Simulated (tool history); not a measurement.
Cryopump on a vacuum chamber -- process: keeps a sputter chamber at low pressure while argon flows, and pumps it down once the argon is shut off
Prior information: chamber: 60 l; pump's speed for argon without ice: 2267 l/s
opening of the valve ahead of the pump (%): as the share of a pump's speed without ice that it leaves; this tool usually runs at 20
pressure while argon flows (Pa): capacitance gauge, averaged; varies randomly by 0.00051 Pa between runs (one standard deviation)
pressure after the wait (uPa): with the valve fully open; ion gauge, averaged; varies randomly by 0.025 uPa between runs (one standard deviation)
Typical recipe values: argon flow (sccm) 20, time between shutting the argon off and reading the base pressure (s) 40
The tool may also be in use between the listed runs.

| run | hour | argon flow (sccm) | time between shutting the argon off and reading the base pressure (s) | opening of the valve ahead of the pump (%) | pressure while argon flows (Pa) | pressure after the wait (uPa) |
|---|---|---|---|---|---|---|
| 1 | 0 | 20 | 40 | 20 | 0.0781 | 1.7 |
| 2 | 40.7 | 20 | 40 | 20 | 0.079 | 1.69 |
| 3 | 73.4 | 20 | 40 | 20 | 0.0776 | 1.73 |
| 4 | 106.5 | 20 | 40 | 20 | 0.0784 | 1.75 |
| 5 | 139.9 | 20 | 40 | 20 | 0.0781 | 1.79 |
|  | 191.1 | pump warmed up, emptied and cooled again |
| 6 | 191.8 | 20 | 40 | 20 | 0.0746 | 1.58 |
| 7 | 226.3 | 20 | 40 | 20 | 0.0752 | 1.6 |
| 8 | 286.5 | 20 | 40 | 20 | 0.0747 | 1.65 |
| 9 | 313.8 | 20 | 40 | 20 | 0.0751 | 1.65 |
| 10 | 347.1 | 20 | 40 | 20 | 0.0754 | 1.68 |
| 11 | 396.5 | 20 | 40 | 20 | 0.075 | 1.64 |
| 12 | 422.9 | 20 | 40 | 38 | 0.0401 | 1.72 |
| 13 | 474.2 | 20 | 40 | 20 | 0.0743 | 1.78 |
| 14 | 507.8 | 20 | 40 | 20 | 0.076 | 1.69 |
| 15 | 568.7 | 20 | 40 | 20 | 0.0767 | 1.85 |
| 16 | 599.8 | 20 | 40 | 20 | 0.0758 | 1.83 |
| 17 | 642.6 | 20 | 40 | 20 | 0.0767 | 1.81 |
| 18 | 691 | 34 | 31 | 19 | 0.1362 | 2.08 |
| 19 | 738.7 | 17 | 115 | 32 | 0.0416 | 1.32 |
| 20 | 795.8 | 13 | 40 | 28 | 0.0367 | 1.91 |
| 21 | 826.9 | 20 | 70 | 33 | 0.0467 | 1.51 |
| 22 | 863.8 | 16 | 161 | 21 | 0.0595 | 1.31 |
| 23 | 923.9 | 9 | 40 | 43 | 0.0168 | 1.94 |
| 24 | 984.6 | 11 | 231 | 44 | 0.0211 | 1.27 |
| 25 | 1045.1 | 22 | 133 | 22 | 0.0776 | 1.4 |
| 26 | 1074 | 12 | 100 | 24 | 0.0395 | 1.6 |
| 27 | 1101.1 | 9 | 40 | 36 | 0.0204 | 1.96 |
| 28 | 1131.2 | 19 | 70 | 36 | 0.0421 | 1.7 |
| 29 | 1181.6 | 10 | 39 | 23 | 0.0333 | 2.13 |
| 30 | 1215.9 | 12 | 40 | 20 | 0.0471 | 2.09 |
| 31 | 1265.5 | 15 | 97 | 23 | 0.0525 | 1.61 |
| 32 | 1302.6 | 9 | 23 | 31 | 0.0237 | 2.79 |
| 33 | 1364.6 | 9 | 107 | 30 | 0.0242 | 1.65 |

Predict each of these 3 candidate next runs independently; none follows another, all start after run 33:
| A | 1403.2 | 32 | 41 | 16 | ? | ? |
| B | 1403.2 | 18 | 40 | 20 | ? | ? |
| C | 1403.2 | 20 | 40 | 54 | ? | ? |

| run | pressure while argon flows (Pa) | pressure after the wait (uPa) |
|---|---|---|
| A | 0.1544 | 2.26 |
| B | 0.0709 | 2.2 |
| C | 0.032 | 2.24 |
The same runs, with their run-to-run variation unchanged, on a tool lacking any hidden condition would have given:
| run | pressure while argon flows (Pa) | pressure after the wait (uPa) |
|---|---|---|
| A | 0.1477 | 1 |
| B | 0.0672 | 0.97 |
| C | 0.0277 | 1 |
